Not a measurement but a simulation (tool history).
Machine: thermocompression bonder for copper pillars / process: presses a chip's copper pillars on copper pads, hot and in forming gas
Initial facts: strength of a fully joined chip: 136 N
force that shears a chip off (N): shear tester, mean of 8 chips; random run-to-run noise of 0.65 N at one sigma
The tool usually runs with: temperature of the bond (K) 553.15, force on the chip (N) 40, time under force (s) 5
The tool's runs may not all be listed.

run   hour  temperature of the bond (K)  force on the chip (N)  time under force (s)  force that shears a chip off (N)
  1    0.0                       553.15                     40                     5                              72.3
  2    8.4                       553.15                     40                     5                              73.5
  3   15.7                       553.15                     40                     5                              72.0
  4   23.3                       553.15                     40                     5                              72.7
  5   31.3                       553.15                     40                     5                              71.7
  6   39.2                       553.15                     40                     5                              72.8
  7   43.7                       553.15                     40                     7                              80.0
  8   48.5                       553.15                     40                     7                              81.1
  9   55.0                       553.15                     40                     5                              72.9
 10   62.9                       575.15                     55                     5                             109.1
 11   67.8                       575.15                     50                     5                             106.3
 12   76.9                       575.15                     50                     5                             105.3
 13   85.0                       575.15                     50                     5                             106.3
 14   93.9                       547.15                     47                     4                              69.8
 15  102.5                       547.15                     47                     4                              70.4
 16  107.1                       547.15                     37                     4                              57.0
 17  113.4                       567.15                     25                     5                              60.4

What if the next run were any one of these 3? Each begins from the tool's condition after run 17:
  A  119.9                       567.15                     25                    11                                 ?
  B  119.9                       567.15                     25                    11                                 ?
  C  119.9                       538.15                     25                     5                                 ?

run  force that shears a chip off (N)
  A                              79.9
  B                              79.8
  C                              39.1
With the hidden condition removed and each run's random variation left untouched, the same runs would have given:
run  force that shears a chip off (N)
  A                              80.2
  B                              80.2
  C                              39.3
